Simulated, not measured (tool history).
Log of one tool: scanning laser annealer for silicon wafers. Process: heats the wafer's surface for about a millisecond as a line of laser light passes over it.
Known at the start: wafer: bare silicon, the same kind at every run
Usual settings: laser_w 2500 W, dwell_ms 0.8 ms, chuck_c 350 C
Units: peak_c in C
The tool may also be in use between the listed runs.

run     day  laser_w  dwell_ms  chuck_c  peak_c
  1       0     2500       0.8      350    1142
  2   1.046     2500       0.8      350    1141
  3   2.317     2500     0.979      350    1221
  4   3.175     2500       0.8      350    1139
  5   4.492     2500     0.607      350    1037
  6   5.304     2500     0.607      350    1038
  7   6.133     2543     0.929      350    1206
  8   7.279     2543     0.796      362    1156
  9   8.617     2500     0.665      338    1054
 10   9.788     2598      0.72      325    1095
 11  10.662     2429     0.939      357    1173
 12  11.508     2429     0.721      359    1084

Hidden state or all else? Some run-to-run changes of peak_c, split into what the settings, what came in and random variation would give without the hidden state, and what is left for the hidden state (with any gauge scatter that isn't in both results):
The hidden state here: light that passes the window, % of a clean one's; laser's true power over the reading, %; width of the line over the set one, %; drift of the gauge itself on peak_c, C.
Run 6 -> 7: laser_w 2500 -> 2543, dwell_ms 0.607 -> 0.929. peak_c +168 C: hidden state -10, all else +178.

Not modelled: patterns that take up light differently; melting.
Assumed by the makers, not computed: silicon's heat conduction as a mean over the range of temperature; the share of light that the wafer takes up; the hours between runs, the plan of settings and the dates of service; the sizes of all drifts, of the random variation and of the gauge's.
